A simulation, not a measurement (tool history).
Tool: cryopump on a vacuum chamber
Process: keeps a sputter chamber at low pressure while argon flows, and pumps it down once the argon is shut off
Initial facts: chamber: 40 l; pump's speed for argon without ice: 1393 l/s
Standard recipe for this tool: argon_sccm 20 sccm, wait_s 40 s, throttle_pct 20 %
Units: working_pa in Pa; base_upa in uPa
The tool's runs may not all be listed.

Run 1, hour 0.0: usual settings. Result: working_pa 0.1243 Pa, base_upa 2.95 uPa.
Run 2, hour 23.9: usual settings. Result: working_pa 0.1239 Pa, base_upa 2.94 uPa.
Run 3, hour 43.7: usual settings but wait_s 35 s. Result: working_pa 0.1258 Pa, base_upa 3.08 uPa.
Run 4, hour 68.7: usual settings but throttle_pct 25 %. Result: working_pa 0.1003 Pa, base_upa 2.97 uPa.
Run 5, hour 96.6: usual settings. Result: working_pa 0.1244 Pa, base_upa 3.00 uPa.
Run 6, hour 115.7: usual settings. Result: working_pa 0.1243 Pa, base_upa 3.05 uPa.
Run 7, hour 130.2: usual settings but wait_s 37 s. Result: working_pa 0.1249 Pa, base_upa 3.15 uPa.
Run 8, hour 143.5: usual settings but throttle_pct 21 %. Result: working_pa 0.1184 Pa, base_upa 3.06 uPa.

Run 9 has not been measured yet. What should we expect?
Run 9, hour 155.9: usual settings but argon_sccm 34 sccm, wait_s 24 s, throttle_pct 30 %. Result: working_pa ?, base_upa ?.

working_pa: 0.1442 Pa
base_upa: 3.98 uPa
Minus the tool's unlogged condition, the same run would have read working_pa 0.1374 Pa, base_upa 2.32 uPa.
